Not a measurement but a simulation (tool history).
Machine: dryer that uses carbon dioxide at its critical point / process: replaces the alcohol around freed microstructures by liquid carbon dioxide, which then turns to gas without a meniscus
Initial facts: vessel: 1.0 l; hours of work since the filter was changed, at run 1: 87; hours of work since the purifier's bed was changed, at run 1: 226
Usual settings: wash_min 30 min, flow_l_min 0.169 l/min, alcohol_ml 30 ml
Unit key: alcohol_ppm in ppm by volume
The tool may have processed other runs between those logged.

run,day,wash_min,flow_l_min,alcohol_ml,hours of work since the filter was changed,hours of work since the purifier's bed was changed,alcohol_ppm
1,0,30,0.169,30,87,226,672
2,0.617,30,0.169,95,92,231,1959
3,1.192,30,0.169,95,96,235,1972
4,2.275,30,0.169,30,104,243,677
5,3.05,30,0.169,30,110,249,673
6,4.042,24,0.169,30,117,257,1415
7,4.971,24,0.169,30,124,263,1449
8,5.975,35,0.169,30,132,271,398
9,6.433,30,0.169,30,135,274,705
10,7.258,19,0.138,119,141,281,17059
11,8.146,24,0.148,101,148,287,7159
12,9.212,24,0.148,101,156,295,7175
13,9.875,42,0.175,24,161,300,155
14,10.754,42,0.175,24,168,307,164
15,11.233,26,0.118,29,171,310,3167
16,12.121,26,0.118,29,178,317,3182
17,13.142,27,0.102,90,185,325,12836
18,13.638,27,0.137,24,189,328,1678

3 options for the next run, each taken on its own from the tool as it stands now. Forecast them:
A,14.3,19,0.158,52,194,333,?
B,14.3,27,0.137,81,194,333,?
C,14.3,35,0.119,30,194,333,?

run,alcohol_ppm
A,5648
B,5580
C,1568
With no hidden state in the tool, these same runs would have given:
run,alcohol_ppm
A,4852
B,4648
C,1242

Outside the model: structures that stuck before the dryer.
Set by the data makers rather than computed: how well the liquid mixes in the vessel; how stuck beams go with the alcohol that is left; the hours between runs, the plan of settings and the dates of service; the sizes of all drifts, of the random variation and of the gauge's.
